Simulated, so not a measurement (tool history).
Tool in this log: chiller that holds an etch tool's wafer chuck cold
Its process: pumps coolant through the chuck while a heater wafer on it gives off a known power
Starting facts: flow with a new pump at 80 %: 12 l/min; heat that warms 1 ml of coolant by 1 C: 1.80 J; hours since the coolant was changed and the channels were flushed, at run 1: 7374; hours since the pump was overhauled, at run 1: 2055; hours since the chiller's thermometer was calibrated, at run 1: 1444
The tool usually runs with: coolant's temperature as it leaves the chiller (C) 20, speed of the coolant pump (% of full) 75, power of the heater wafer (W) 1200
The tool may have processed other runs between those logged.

run     day  coolant's temperature as it leaves the chiller (C)  speed of the coolant pump (% of full)  power of the heater wafer (W)  hours since the coolant was changed and the channels were flushed  hours since the pump was overhauled  hours since the chiller's thermometer was calibrated  chuck's temperature once it has settled (C)  how much warmer the coolant comes back (C)
  1       0                                                  20                                     75                           1200                                                               7374                                 2055                                                  1444                                         33.2                                        3.68
  2   2.162                                                  20                                     75                           1200                                                               7426                                 2107                                                  1496                                         33.2                                        3.74
  3   4.212                                                  20                                     75                           1200                                                               7475                                 2156                                                  1545                                         33.1                                        3.71
  4   6.642                                                  20                                     75                           1200                                                               7533                                 2215                                                  1603                                         33.2                                        3.79
  5     8.6                                                  20                                     75                           1200                                                               7580                                 2262                                                  1650                                           33                                        3.73
  6  11.338                                                  29                                     75                           1200                                                               7646                                 2327                                                  1716                                         42.3                                        3.69
  7  13.792                                                  29                                     75                           1200                                                               7705                                 2386                                                  1775                                         42.2                                         3.7
  8  16.333                                                  29                                     75                           1200                                                               7766                                 2447                                                  1836                                         42.5                                        3.65
  9  18.533                                                  29                                     75                           1200                                                               7818                                 2500                                                  1889                                         42.1                                        3.75
 10  20.888                                                  29                                     82                           1473                                                               7875                                 2557                                                  1945                                         44.3                                        4.14
     22.492  -- coolant changed, channels flushed
 11  24.108                                                  26                                     79                            719                                                                 39                                 2628                                                  2017                                         32.9                                        2.15
 12  27.675                                                  26                                     79                            719                                                                124                                 2714                                                  2102                                         32.9                                        2.09
 13  29.692                                                  24                                     94                           1407                                                                173                                 2762                                                  2151                                         35.8                                        3.44
 14  31.558                                                  24                                     87                           1254                                                                218                                 2807                                                  2195                                         35.1                                        3.28
 15  33.775                                                  27                                     87                           1254                                                                271                                 2860                                                  2249                                         38.3                                        3.28
 16  35.629                                                  20                                     72                            852                                                                315                                 2904                                                  2293                                         28.9                                        2.81
 17  37.304                                                  20                                     72                            852                                                                355                                 2945                                                  2333                                         28.7                                        2.83
 18  39.346                                                  20                                     72                            852                                                                405                                 2994                                                  2382                                         28.8                                        2.72

Below are 4 alternative next runs, each starting from the tool's condition after run 18. Predict each:
  A  40.912                                                  20                                     73                           1127                                                                442                                 3031                                                  2420                                            ?                                           ?
  B  40.912                                                  29                                     82                            787                                                                442                                 3031                                                  2420                                            ?                                           ?
  C  40.912                                                  14                                     61                           1032                                                                442                                 3031                                                  2420                                            ?                                           ?
  D  40.912                                                  20                                     63                            852                                                                442                                 3031                                                  2420                                            ?                                           ?

run  chuck's temperature once it has settled (C)  how much warmer the coolant comes back (C)
  A                                         31.5                                        3.64
  B                                         36.4                                        2.23
  C                                         26.2                                        4.05
  D                                         29.6                                         3.3
Take away the tool's hidden state, keep each run's random variation, and the runs would have read:
run  chuck's temperature once it has settled (C)  how much warmer the coolant comes back (C)
  A                                         31.3                                        3.48
  B                                         36.4                                        2.13
  C                                           26                                        3.87
  D                                         29.5                                        3.16

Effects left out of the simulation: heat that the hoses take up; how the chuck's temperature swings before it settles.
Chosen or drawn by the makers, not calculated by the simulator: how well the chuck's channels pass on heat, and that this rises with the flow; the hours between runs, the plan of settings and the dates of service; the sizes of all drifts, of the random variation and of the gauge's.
